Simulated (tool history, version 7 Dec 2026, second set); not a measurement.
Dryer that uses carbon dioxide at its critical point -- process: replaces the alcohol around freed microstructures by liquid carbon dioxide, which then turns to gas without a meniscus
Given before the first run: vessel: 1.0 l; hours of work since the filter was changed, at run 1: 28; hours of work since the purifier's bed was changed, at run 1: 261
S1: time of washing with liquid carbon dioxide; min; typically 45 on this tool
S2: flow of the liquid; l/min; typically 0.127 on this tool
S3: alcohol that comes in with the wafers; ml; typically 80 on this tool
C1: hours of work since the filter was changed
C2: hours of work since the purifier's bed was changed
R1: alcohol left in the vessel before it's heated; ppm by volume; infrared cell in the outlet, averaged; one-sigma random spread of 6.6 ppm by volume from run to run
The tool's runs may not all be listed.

{"run": 1, "hour": 0.0, "S1": 45, "S2": 0.127, "S3": 80, "C1": 28, "C2": 261, "R1": 386}
{"run": 2, "hour": 10.8, "S1": 45, "S2": 0.127, "S3": 80, "C1": 33, "C2": 265, "R1": 381}
{"run": 3, "hour": 33.2, "S1": 45, "S2": 0.127, "S3": 80, "C1": 42, "C2": 275, "R1": 416}
{"run": 4, "hour": 52.5, "S1": 43, "S2": 0.127, "S3": 80, "C1": 50, "C2": 283, "R1": 515}
{"run": 5, "hour": 72.6, "S1": 43, "S2": 0.127, "S3": 80, "C1": 58, "C2": 291, "R1": 523}
{"run": 6, "hour": 91.1, "S1": 43, "S2": 0.127, "S3": 80, "C1": 66, "C2": 299, "R1": 561}
{"run": 7, "hour": 108.7, "S1": 45, "S2": 0.127, "S3": 80, "C1": 73, "C2": 306, "R1": 469}
{"run": 8, "hour": 129.0, "S1": 45, "S2": 0.127, "S3": 80, "C1": 82, "C2": 315, "R1": 494}
{"run": 9, "hour": 138.7, "S1": 45, "S2": 0.127, "S3": 80, "C1": 86, "C2": 319, "R1": 493}
{"run": 10, "hour": 154.6, "S1": 45, "S2": 0.127, "S3": 80, "C1": 93, "C2": 325, "R1": 526}
{"run": 11, "hour": 167.3, "S1": 45, "S2": 0.127, "S3": 80, "C1": 98, "C2": 331, "R1": 508}
{"run": 12, "hour": 177.8, "S1": 45, "S2": 0.127, "S3": 44, "C1": 102, "C2": 335, "R1": 330}
{"run": 13, "hour": 187.9, "S1": 45, "S2": 0.127, "S3": 80, "C1": 106, "C2": 339, "R1": 541}
{"run": 14, "hour": 204.8, "S1": 42, "S2": 0.127, "S3": 80, "C1": 114, "C2": 346, "R1": 792}
{"run": 15, "hour": 219.7, "S1": 66, "S2": 0.126, "S3": 20, "C1": 120, "C2": 352, "R1": 81}
{"run": 16, "hour": 229.3, "S1": 66, "S2": 0.126, "S3": 20, "C1": 124, "C2": 356, "R1": 78}
{"run": 17, "hour": 245.1, "S1": 64, "S2": 0.106, "S3": 28, "C1": 130, "C2": 363, "R1": 147}
{"run": 18, "hour": 262.9, "S1": 36, "S2": 0.127, "S3": 25, "C1": 138, "C2": 370, "R1": 542}
{"run": 19, "hour": 279.8, "S1": 35, "S2": 0.208, "S3": 30, "C1": 145, "C2": 377, "R1": 118}
{"run": 20, "hour": 294.4, "S1": 35, "S2": 0.208, "S3": 30, "C1": 151, "C2": 384, "R1": 121}
{"run": 21, "hour": 316.2, "S1": 35, "S2": 0.208, "S3": 30, "C1": 160, "C2": 393, "R1": 134}
{"run": 22, "hour": 329.7, "S1": 36, "S2": 0.102, "S3": 30, "C1": 166, "C2": 398, "R1": 1467}
{"run": 23, "hour": 344.3, "S1": 36, "S2": 0.102, "S3": 30, "C1": 172, "C2": 404, "R1": 1455}
{"run": 24, "hour": 357.3, "S1": 48, "S2": 0.149, "S3": 74, "C1": 177, "C2": 410, "R1": 262}
{"hour": 361.8, "done": "inlet filter changed"}
{"run": 25, "hour": 368.4, "S1": 41, "S2": 0.146, "S3": 54, "C1": 3, "C2": 414, "R1": 239}
{"run": 26, "hour": 381.5, "S1": 41, "S2": 0.146, "S3": 54, "C1": 8, "C2": 419, "R1": 234}
{"run": 27, "hour": 391.5, "S1": 41, "S2": 0.146, "S3": 54, "C1": 12, "C2": 424, "R1": 234}
{"run": 28, "hour": 410.9, "S1": 41, "S2": 0.146, "S3": 54, "C1": 20, "C2": 432, "R1": 246}

Each run again, without the hidden state but with its own random variation kept:
What the log doesn't record here: flow that reaches the vessel past the clogged filter, %; alcohol in the recycled carbon dioxide, ppm; drift of the gauge itself on alcohol_ppm, %.
run=1 R1=288
run=2 R1=278
run=3 R1=295
run=4 R1=363
run=5 R1=353
run=6 R1=365
run=7 R1=282
run=8 R1=291
run=9 R1=281
run=10 R1=301
run=11 R1=277
run=12 R1=163
run=13 R1=284
run=14 R1=431
run=15 R1=9
run=16 R1=5
run=17 R1=40
run=18 R1=280
run=19 R1=20
run=20 R1=18
run=21 R1=28
run=22 R1=835
run=23 R1=814
run=24 R1=66
run=25 R1=156
run=26 R1=147
run=27 R1=147
run=28 R1=149

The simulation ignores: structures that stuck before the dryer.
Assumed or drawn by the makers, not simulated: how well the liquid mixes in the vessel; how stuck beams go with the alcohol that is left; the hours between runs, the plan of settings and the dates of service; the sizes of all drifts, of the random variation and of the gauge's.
